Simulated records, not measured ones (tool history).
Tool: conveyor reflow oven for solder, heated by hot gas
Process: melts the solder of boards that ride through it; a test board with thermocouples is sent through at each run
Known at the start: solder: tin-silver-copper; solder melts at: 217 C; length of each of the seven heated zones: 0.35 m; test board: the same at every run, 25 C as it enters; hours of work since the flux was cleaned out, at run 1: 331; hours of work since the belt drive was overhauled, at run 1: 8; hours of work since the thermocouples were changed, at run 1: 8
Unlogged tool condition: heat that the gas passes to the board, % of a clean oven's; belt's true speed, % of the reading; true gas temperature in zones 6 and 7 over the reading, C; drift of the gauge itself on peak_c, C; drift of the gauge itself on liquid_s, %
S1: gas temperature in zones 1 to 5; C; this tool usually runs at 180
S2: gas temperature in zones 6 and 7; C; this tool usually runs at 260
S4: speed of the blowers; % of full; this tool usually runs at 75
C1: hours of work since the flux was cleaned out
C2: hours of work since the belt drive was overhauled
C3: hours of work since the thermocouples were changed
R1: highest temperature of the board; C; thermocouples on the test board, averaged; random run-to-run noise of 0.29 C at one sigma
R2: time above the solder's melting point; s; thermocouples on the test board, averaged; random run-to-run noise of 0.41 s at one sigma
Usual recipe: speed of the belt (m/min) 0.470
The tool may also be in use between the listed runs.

Run 1, hour 0.0: usual settings; C1 331; C2 8; C3 8. Result: R1 242.4 C, R2 59.4 s.
Run 2, hour 56.7: usual settings but S4 77 % of full; C1 356; C2 32; C3 32. Result: R1 242.9 C, R2 60.3 s.
Run 3, hour 136.5: usual settings but speed of the belt (m/min) 0.459; C1 390; C2 66; C3 66. Result: R1 243.3 C, R2 61.0 s.
At hour 187.1: flux residue cleaned out of gas plates and filters.
Run 4, hour 215.8: usual settings but speed of the belt (m/min) 0.459; C1 12; C2 98; C3 98. Result: R1 240.5 C, R2 56.3 s.
Run 5, hour 298.2: usual settings but speed of the belt (m/min) 0.459; C1 48; C2 134; C3 134. Result: R1 240.1 C, R2 55.7 s.
Run 6, hour 363.2: usual settings; C1 76; C2 162; C3 162. Result: R1 238.8 C, R2 53.7 s.
Run 7, hour 420.1: usual settings but S4 64 % of full; C1 100; C2 186; C3 186. Result: R1 236.3 C, R2 47.7 s.
Run 8, hour 466.1: usual settings but S4 64 % of full; C1 120; C2 206; C3 206. Result: R1 236.1 C, R2 47.1 s.
At hour 475.7: flux residue cleaned out of gas plates and filters, once more.
Run 9, hour 509.1: usual settings but S4 64 % of full; C1 14; C2 222; C3 222. Result: R1 243.3 C, R2 59.6 s.
Run 10, hour 572.5: usual settings; C1 42; C2 249; C3 249. Result: R1 245.4 C, R2 63.6 s.
Run 11, hour 634.4: usual settings; C1 68; C2 276; C3 276. Result: R1 245.6 C, R2 63.3 s.
Run 12, hour 716.7: usual settings; C1 104; C2 311; C3 311. Result: R1 245.1 C, R2 63.0 s.
Run 13, hour 777.3: usual settings; C1 130; C2 337; C3 337. Result: R1 245.1 C, R2 62.8 s.
Run 14, hour 857.5: usual settings; C1 164; C2 372; C3 372. Result: R1 244.5 C, R2 62.6 s.
Run 15, hour 891.3: usual settings; C1 179; C2 386; C3 386. Result: R1 244.8 C, R2 63.1 s.
Run 16, hour 960.4: usual settings but S4 79 % of full; C1 208; C2 416; C3 416. Result: R1 245.8 C, R2 63.7 s.
Run 17, hour 1012.7: usual settings but S4 79 % of full; C1 231; C2 439; C3 439. Result: R1 245.5 C, R2 63.6 s.
Run 18, hour 1068.6: usual settings but S4 79 % of full; C1 255; C2 463; C3 463. Result: R1 245.2 C, R2 63.5 s.
Run 19, hour 1146.3: usual settings but S2 249 C, speed of the belt (m/min) 0.451; C1 288; C2 496; C3 496. Result: R1 236.2 C, R2 54.5 s.
Run 20, hour 1202.7: usual settings but S1 190 C, speed of the belt (m/min) 0.397, S4 66 % of full; C1 313; C2 520; C3 520. Result: R1 249.0 C, R2 85.9 s.
Run 21, hour 1266.2: usual settings but S1 192 C, speed of the belt (m/min) 0.426; C1 340; C2 548; C3 548. Result: R1 248.6 C, R2 81.1 s.
Run 22, hour 1316.6: usual settings but S1 192 C, speed of the belt (m/min) 0.426; C1 362; C2 569; C3 569. Result: R1 248.1 C, R2 81.0 s.
Run 23, hour 1370.7: usual settings but S2 268 C, S4 80 % of full; C1 385; C2 593; C3 593. Result: R1 251.2 C, R2 68.8 s.
At hour 1434.2: flux residue cleaned out of gas plates and filters.
Run 24, hour 1448.1: usual settings but S1 175 C, S2 268 C, S4 74 % of full; C1 6; C2 624; C3 624. Result: R1 252.9 C, R2 69.0 s.
Run 25, hour 1505.0: usual settings but S1 167 C, S4 86 % of full; C1 30; C2 648; C3 648. Result: R1 246.9 C, R2 61.4 s.
Run 26, hour 1562.2: usual settings but S1 182 C, S2 253 C, speed of the belt (m/min) 0.494, S4 90 % of full; C1 55; C2 673; C3 673. Result: R1 242.3 C, R2 60.9 s.
Run 27, hour 1626.5: usual settings but S1 182 C, S2 253 C, speed of the belt (m/min) 0.381, S4 76 % of full; C1 83; C2 700; C3 700. Result: R1 246.1 C, R2 85.4 s.
Run 28, hour 1704.1: usual settings but S1 184 C, S2 269 C; C1 116; C2 734; C3 734. Result: R1 254.2 C, R2 74.1 s.
Run 29, hour 1766.4: usual settings but S1 172 C, S2 253 C, S4 66 % of full; C1 143; C2 760; C3 760. Result: R1 237.0 C, R2 48.2 s.
Run 30, hour 1834.5: usual settings but speed of the belt (m/min) 0.427, S4 71 % of full; C1 172; C2 790; C3 790. Result: R1 247.6 C, R2 74.1 s.
At hour 1886.1: belt drive overhauled, speed set with a stopwatch.
Run 31, hour 1912.1: usual settings but speed of the belt (m/min) 0.427, S4 71 % of full; C1 204; C2 11; C3 821. Result: R1 246.8 C, R2 72.2 s.

Predict each of these 3 candidate next runs independently; none follows another, all start after run 31:
Run A, hour 1962.8: usual settings but S1 186 C, S2 262 C; C1 226; C2 33; C3 843. Result: R1 ?, R2 ?.
Run B, hour 1962.8: usual settings but S1 173 C, S2 255 C, speed of the belt (m/min) 0.498, S4 71 % of full; C1 226; C2 33; C3 843. Result: R1 ?, R2 ?.
Run C, hour 1962.8: usual settings but speed of the belt (m/min) 0.511, S4 58 % of full; C1 226; C2 33; C3 843. Result: R1 ?, R2 ?.

run     R1    R2
  A  248.0  68.9
  B  236.7  44.6
  C  238.0  45.0
What these runs would have given with no unlogged condition in the tool:
run     R1    R2
  A  248.9  70.6
  B  237.9  47.3
  C  239.2  47.5
